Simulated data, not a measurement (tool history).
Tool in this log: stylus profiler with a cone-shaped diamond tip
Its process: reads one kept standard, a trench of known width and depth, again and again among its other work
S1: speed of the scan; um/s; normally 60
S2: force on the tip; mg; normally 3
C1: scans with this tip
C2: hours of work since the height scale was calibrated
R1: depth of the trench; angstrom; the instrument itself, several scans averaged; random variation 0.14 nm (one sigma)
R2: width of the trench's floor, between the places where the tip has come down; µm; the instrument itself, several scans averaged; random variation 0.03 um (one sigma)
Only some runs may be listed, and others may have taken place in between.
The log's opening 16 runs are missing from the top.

{"run": 17, "day": 47.954, "S1": 60, "S2": 1.97, "C1": 17790, "C2": 1482, "R1": 5069.3, "R2": 97.11}
{"run": 18, "day": 50.738, "S1": 60, "S2": 3, "C1": 18274, "C2": 1522, "R1": 5094.5, "R2": 97.11}
{"day": 51.954, "done": "new tip fitted, height scale calibrated"}
{"run": 19, "day": 53.812, "S1": 69, "S2": 3, "C1": 323, "C2": 27, "R1": 5096.3, "R2": 97.08}
{"run": 20, "day": 56.529, "S1": 69, "S2": 3, "C1": 796, "C2": 66, "R1": 5092.4, "R2": 97.15}
{"run": 21, "day": 60.633, "S1": 69, "S2": 1.75, "C1": 1510, "C2": 126, "R1": 5065, "R2": 97.08}
{"run": 22, "day": 64.238, "S1": 84, "S2": 5.44, "C1": 2138, "C2": 178, "R1": 5141, "R2": 97.11}
{"run": 23, "day": 67.875, "S1": 238, "S2": 5.79, "C1": 2771, "C2": 231, "R1": 5144.7, "R2": 96.74}
{"run": 24, "day": 72.146, "S1": 49, "S2": 2.1, "C1": 3515, "C2": 293, "R1": 5074.1, "R2": 97.14}
{"run": 25, "day": 75.917, "S1": 84, "S2": 7.39, "C1": 4171, "C2": 347, "R1": 5172.3, "R2": 97.18}
{"run": 26, "day": 78.329, "S1": 84, "S2": 7.39, "C1": 4590, "C2": 382, "R1": 5172, "R2": 97.17}
{"run": 27, "day": 82.304, "S1": 84, "S2": 7.39, "C1": 5283, "C2": 440, "R1": 5171.7, "R2": 97.15}
{"run": 28, "day": 84.558, "S1": 19, "S2": 4.47, "C1": 5675, "C2": 473, "R1": 5125.4, "R2": 97.28}
{"run": 29, "day": 88.104, "S1": 39, "S2": 2.39, "C1": 6292, "C2": 524, "R1": 5081.2, "R2": 97.16}
{"run": 30, "day": 91.904, "S1": 16, "S2": 3, "C1": 6953, "C2": 579, "R1": 5095.8, "R2": 97.27}
{"run": 31, "day": 96.2, "S1": 16, "S2": 3, "C1": 7701, "C2": 642, "R1": 5092.5, "R2": 97.29}
{"run": 32, "day": 98.867, "S1": 16, "S2": 3, "C1": 8165, "C2": 680, "R1": 5095.9, "R2": 97.27}
{"run": 33, "day": 103.346, "S1": 22, "S2": 1.73, "C1": 8945, "C2": 745, "R1": 5063.2, "R2": 97.23}
{"run": 34, "day": 106.588, "S1": 24, "S2": 1.98, "C1": 9509, "C2": 792, "R1": 5071.4, "R2": 97.21}
{"run": 35, "day": 109.571, "S1": 230, "S2": 1.98, "C1": 10029, "C2": 835, "R1": 5071, "R2": 96.35}

Branching from run 35: 5 alternative next runs. What would each branch give?
{"run": "A", "day": 113.517, "S1": 32, "S2": 1.17, "C1": 10716, "C2": 893, "R1": "?", "R2": "?"}
{"run": "B", "day": 113.517, "S1": 230, "S2": 1.61, "C1": 10716, "C2": 893, "R1": "?", "R2": "?"}
{"run": "C", "day": 113.517, "S1": 143, "S2": 1.33, "C1": 10716, "C2": 893, "R1": "?", "R2": "?"}
{"run": "D", "day": 113.517, "S1": 94, "S2": 4.17, "C1": 10716, "C2": 893, "R1": "?", "R2": "?"}
{"run": "E", "day": 113.517, "S1": 47, "S2": 1.98, "C1": 10716, "C2": 893, "R1": "?", "R2": "?"}

run=A R1=5049.4 R2=97.15
run=B R1=5061 R2=96.22
run=C R1=5055 R2=96.58
run=D R1=5117.5 R2=97.07
run=E R1=5070.7 R2=97.14
The same runs, with their run-to-run variation unchanged, on a tool lacking any hidden condition would have given:
run=A R1=5049.3 R2=97.16
run=B R1=5060.9 R2=96.23
run=C R1=5055 R2=96.59
run=D R1=5117.4 R2=97.08
run=E R1=5070.6 R2=97.15
